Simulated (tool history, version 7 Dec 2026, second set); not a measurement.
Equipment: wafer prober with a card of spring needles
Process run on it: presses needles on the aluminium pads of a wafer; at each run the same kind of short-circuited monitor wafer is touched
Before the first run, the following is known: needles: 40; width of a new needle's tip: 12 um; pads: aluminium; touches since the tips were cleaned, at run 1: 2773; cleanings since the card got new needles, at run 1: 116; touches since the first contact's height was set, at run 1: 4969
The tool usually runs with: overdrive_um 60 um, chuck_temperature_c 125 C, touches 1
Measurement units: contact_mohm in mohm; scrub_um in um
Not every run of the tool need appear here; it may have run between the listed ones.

| run | hour | overdrive_um | chuck_temperature_c | touches | touches since the tips were cleaned | cleanings since the card got new needles | touches since the first contact's height was set | contact_mohm | scrub_um |
|---|---|---|---|---|---|---|---|---|---|
| 1 | 0.0 | 60 | 125 | 1 | 2773 | 116 | 4969 | 311 | 11.42 |
|  | 3.8 | tips cleaned on abrasive film |
|  | 13.6 | tips cleaned on abrasive film |
|  | 24.0 | tips cleaned on abrasive film |
| 2 | 26.8 | 60 | 125 | 1 | 1413 | 119 | 18296 | 269 | 11.38 |
|  | 33.4 | tips cleaned on abrasive film |
|  | 42.7 | tips cleaned on abrasive film |
|  | 52.2 | tips cleaned on abrasive film |
| 3 | 53.1 | 58 | 125 | 1 | 467 | 122 | 31410 | 236 | 10.91 |
|  | 61.6 | tips cleaned on abrasive film |
| 4 | 68.5 | 60 | 72 | 1 | 3466 | 123 | 39098 | 344 | 11.21 |
|  | 72.1 | tips cleaned on abrasive film |
|  | 81.7 | tips cleaned on abrasive film |
|  | 92.2 | tips cleaned on abrasive film |
| 5 | 96.7 | 60 | 72 | 1 | 2271 | 126 | 53116 | 308 | 11.21 |
|  | 102.6 | tips cleaned on abrasive film |
|  | 111.4 | tips cleaned on abrasive film |
| 6 | 118.0 | 60 | 72 | 1 | 3293 | 128 | 63742 | 353 | 11.20 |
|  | 121.3 | tips cleaned on abrasive film |
|  | 131.6 | tips cleaned on abrasive film |
| 7 | 133.4 | 60 | 72 | 1 | 946 | 130 | 71419 | 253 | 11.15 |
|  | 135.2 | height of the first contact set anew |
|  | 141.0 | tips cleaned on abrasive film |
|  | 150.9 | tips cleaned on abrasive film |
| 8 | 153.6 | 60 | 72 | 1 | 1373 | 132 | 9174 | 270 | 11.42 |
|  | 160.0 | tips cleaned on abrasive film |
|  | 168.9 | tips cleaned on abrasive film |
| 9 | 171.9 | 60 | 72 | 1 | 1491 | 134 | 18273 | 283 | 11.36 |
|  | 178.3 | tips cleaned on abrasive film |
| 10 | 184.9 | 42 | 72 | 1 | 3368 | 135 | 24799 | 527 | 7.93 |
|  | 187.1 | tips cleaned on abrasive film |
|  | 198.1 | tips cleaned on abrasive film |
|  | 207.7 | tips cleaned on abrasive film |
| 11 | 211.3 | 60 | 125 | 1 | 1789 | 138 | 37897 | 301 | 11.24 |
|  | 217.9 | tips cleaned on abrasive film |
|  | 228.8 | tips cleaned on abrasive film |
|  | 238.0 | tips cleaned on abrasive film |
| 12 | 239.2 | 60 | 125 | 1 | 606 | 141 | 51791 | 246 | 11.23 |
|  | 247.0 | tips cleaned on abrasive film |
|  | 256.1 | tips cleaned on abrasive film |
|  | 266.0 | tips cleaned on abrasive film |
| 13 | 271.3 | 60 | 125 | 1 | 2700 | 144 | 67814 | 339 | 11.19 |
|  | 275.5 | tips cleaned on abrasive film |
|  | 280.2 | height of the first contact set anew |
|  | 285.5 | tips cleaned on abrasive film |
| 14 | 288.2 | 60 | 125 | 1 | 1400 | 146 | 3997 | 274 | 11.48 |
|  | 296.3 | tips cleaned on abrasive film |
|  | 306.1 | tips cleaned on abrasive film |
|  | 316.7 | tips cleaned on abrasive film |
| 15 | 316.7 | 60 | 125 | 2 | 40 | 149 | 18192 | 190 | 11.35 |
|  | 327.5 | tips cleaned on abrasive film |
| 16 | 333.3 | 60 | 125 | 2 | 2945 | 150 | 26490 | 284 | 11.34 |
|  | 337.5 | tips cleaned on abrasive film |
|  | 347.5 | tips cleaned on abrasive film |
|  | 356.3 | tips cleaned on abrasive film |
| 17 | 364.0 | 69 | 125 | 2 | 3854 | 153 | 41753 | 263 | 13.10 |
|  | 366.2 | tips cleaned on abrasive film |
|  | 376.2 | tips cleaned on abrasive film |
|  | 385.9 | tips cleaned on abrasive film |
| 18 | 394.4 | 52 | 125 | 1 | 4285 | 156 | 56926 | 427 | 9.68 |
|  | 396.7 | tips cleaned on abrasive film |
|  | 406.0 | tips cleaned on abrasive film |
|  | 416.1 | tips cleaned on abrasive film |
| 19 | 424.3 | 43 | 113 | 3 | 4126 | 159 | 71815 | 325 | 7.96 |
|  | 426.6 | tips cleaned on abrasive film |
|  | 426.9 | height of the first contact set anew |
|  | 437.1 | tips cleaned on abrasive film |
|  | 446.7 | tips cleaned on abrasive film |
| 20 | 449.9 | 45 | 108 | 2 | 1641 | 162 | 11488 | 312 | 8.60 |
|  | 455.8 | tips cleaned on abrasive film |
|  | 466.1 | tips cleaned on abrasive film |
|  | 476.1 | tips cleaned on abrasive film |
| 21 | 481.4 | 68 | 125 | 3 | 2643 | 165 | 27176 | 226 | 12.85 |
|  | 485.9 | tips cleaned on abrasive film |
|  | 496.4 | tips cleaned on abrasive film |
| 22 | 502.2 | 68 | 125 | 3 | 2902 | 167 | 37547 | 225 | 12.79 |
|  | 506.2 | tips cleaned on abrasive film |
|  | 516.5 | tips cleaned on abrasive film |
| 23 | 523.3 | 72 | 50 | 1 | 3443 | 169 | 48064 | 312 | 13.58 |
|  | 525.6 | tips cleaned on abrasive film |
|  | 536.2 | tips cleaned on abrasive film |
|  | 545.7 | tips cleaned on abrasive film |
| 24 | 545.7 | 60 | 67 | 1 | 0 | 172 | 59205 | 198 | 11.29 |
|  | 556.6 | tips cleaned on abrasive film |
|  | 566.0 | tips cleaned on abrasive film |
|  | 572.9 | height of the first contact set anew |
|  | 575.4 | tips cleaned on abrasive film |
| 25 | 575.4 | 60 | 100 | 2 | 0 | 175 | 1203 | 190 | 11.44 |
|  | 584.4 | tips cleaned on abrasive film |
|  | 594.4 | tips cleaned on abrasive film |
|  | 604.0 | tips cleaned on abrasive film |
| 26 | 604.0 | 73 | 78 | 2 | 0 | 178 | 15445 | 179 | 13.87 |
|  | 614.5 | tips cleaned on abrasive film |
|  | 624.6 | tips cleaned on abrasive film |
| 27 | 624.6 | 73 | 84 | 3 | 0 | 180 | 25711 | 176 | 13.81 |
|  | 634.1 | tips cleaned on abrasive film |
| 28 | 640.0 | 68 | 48 | 1 | 2946 | 181 | 33423 | 329 | 12.86 |
|  | 643.9 | tips cleaned on abrasive film |
|  | 653.9 | tips cleaned on abrasive film |
| 29 | 660.7 | 41 | 52 | 2 | 3398 | 183 | 43736 | 453 | 7.66 |

4 ways to go on from here, each from the tool as it stands after run 29. What would each give?
|  | 663.0 | tips cleaned on abrasive film |
|  | 673.7 | tips cleaned on abrasive film |
|  | 683.8 | tips cleaned on abrasive film |
| A | 688.0 | 42 | 64 | 2 | 2118 | 186 | 57351 | ? | ? |
|  | 663.0 | tips cleaned on abrasive film |
|  | 673.7 | tips cleaned on abrasive film |
|  | 683.8 | tips cleaned on abrasive film |
| B | 688.0 | 40 | 125 | 1 | 2118 | 186 | 57351 | ? | ? |
|  | 663.0 | tips cleaned on abrasive film |
|  | 673.7 | tips cleaned on abrasive film |
|  | 683.8 | tips cleaned on abrasive film |
| C | 688.0 | 61 | 36 | 1 | 2118 | 186 | 57351 | ? | ? |
|  | 663.0 | tips cleaned on abrasive film |
|  | 673.7 | tips cleaned on abrasive film |
|  | 683.8 | tips cleaned on abrasive film |
| D | 688.0 | 49 | 125 | 2 | 2118 | 186 | 57351 | ? | ? |

| run | contact_mohm | scrub_um |
|---|---|---|
| A | 385 | 7.76 |
| B | 533 | 7.40 |
| C | 345 | 11.45 |
| D | 325 | 9.11 |
With the hidden condition removed and each run's random variation left untouched, the same runs would have given:
| run | contact_mohm | scrub_um |
|---|---|---|
| A | 169 | 8.01 |
| B | 183 | 7.65 |
| C | 160 | 11.70 |
| D | 178 | 9.35 |
